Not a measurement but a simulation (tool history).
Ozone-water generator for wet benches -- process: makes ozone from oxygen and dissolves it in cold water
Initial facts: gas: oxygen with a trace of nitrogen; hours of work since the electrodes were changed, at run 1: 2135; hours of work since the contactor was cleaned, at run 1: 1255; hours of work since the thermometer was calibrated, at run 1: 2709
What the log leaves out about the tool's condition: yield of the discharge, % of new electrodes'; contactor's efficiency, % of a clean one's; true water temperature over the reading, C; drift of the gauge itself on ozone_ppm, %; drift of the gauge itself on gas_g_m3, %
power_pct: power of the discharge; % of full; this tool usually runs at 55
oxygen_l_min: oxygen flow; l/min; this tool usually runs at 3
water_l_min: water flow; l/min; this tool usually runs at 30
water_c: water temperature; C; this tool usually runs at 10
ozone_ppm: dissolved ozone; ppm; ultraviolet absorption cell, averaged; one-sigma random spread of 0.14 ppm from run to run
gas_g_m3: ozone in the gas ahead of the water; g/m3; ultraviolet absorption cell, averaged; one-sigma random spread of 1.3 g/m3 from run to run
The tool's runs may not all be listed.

run    hour  power_pct  oxygen_l_min  water_l_min  water_c  hours of work since the electrodes were changed  hours of work since the contactor was cleaned  hours of work since the thermometer was calibrated  ozone_ppm  gas_g_m3
  1       0         55             3           30       10                                             2135                                           1255                                                2709       15.4     225.1
  2    53.2         55             3           30       10                                             2183                                           1303                                                2757       15.2     226.2
  3   143.4         55             3           30       10                                             2265                                           1384                                                2838       15.4       225
  4   203.8         55             3           30       10                                             2319                                           1439                                                2893       15.4     224.5
  5   321.4         66             3           30       10                                             2426                                           1545                                                2999       17.2     250.9
  6     403         55             3           30       10                                             2499                                           1619                                                3073       14.9     226.1
  7   478.4         55             3           25       10                                             2567                                           1687                                                3141       18.1     223.3
  8   595.1         55             3           30       10                                             2673                                           1793                                                3247       15.4     224.7
  9   675.1         55             3           30        7                                             2745                                           1865                                                3319       15.2       224
 10   754.3         55             3           30        9                                             2817                                           1936                                                3390       15.2     222.1
 11     874         55             3           30        9                                             2925                                           2045                                                3498         15     224.8
 12   978.4         55             3           30        9                                             3019                                           2139                                                3593       15.2     223.7
 13  1092.9         55             3           30        9                                             3123                                           2242                                                3696       15.3     222.5
     1100.6  -- water thermometer calibrated
 14  1181.8         55             3           30        9                                             3202                                           2322                                                  73       14.9     222.7
 15  1255.9         55             3           30       10                                             3269                                           2389                                                 140         15     220.3
 16  1326.6         55             3           30       10                                             3333                                           2453                                                 204       14.9     222.3
     1436.2  -- water thermometer calibrated, once more
 17    1441         55          2.51           23       10                                             3436                                           2556                                                   4       18.7     247.8
 18  1518.2         59             3           28       15                                             3506                                           2626                                                  74       15.7     228.9
 19  1605.4         59          2.22           28       15                                             3585                                           2704                                                 153       15.2     277.8
 20  1684.2         59          2.22           28       15                                             3656                                           2776                                                 224       15.4     274.7
 21    1792         59          5.31           28       15                                             3753                                           2873                                                 321       16.4     158.7
 22  1907.1         55             3           40       16                                             3857                                           2977                                                 425       10.6     218.2
 23  1993.5         97          2.84           47       17                                             3935                                           3055                                                 504       12.1       308
 24  2070.9         55          3.27           30       10                                             4005                                           3125                                                 573         15     206.1
 25  2189.2         55          3.27           30       10                                             4112                                           3232                                                 680       14.8     205.6
 26    2261         55          3.27           30       10                                             4177                                           3297                                                 745       14.9     204.6
 27  2379.1         55          2.27           29       13                                             4284                                           3403                                                 852         14     258.4
 28  2477.4         64          2.36           28        6                                             4373                                           3492                                                 941       16.6     273.5
 29  2551.9         55             3           29       12                                             4440                                           3560                                                1008       14.9     217.3

Run 30 has not been measured yet. What should we expect?
 30  2666.6         44          3.09           30       10                                             4543                                           3663                                                1112          ?         ?

For run 30 the tool returned ozone_ppm 12.9 ppm, gas_g_m3 187.2 g/m3.
If the tool had no hidden condition, the same run with the same run-to-run variation would have returned ozone_ppm 14.2 ppm, gas_g_m3 201.2 g/m3.
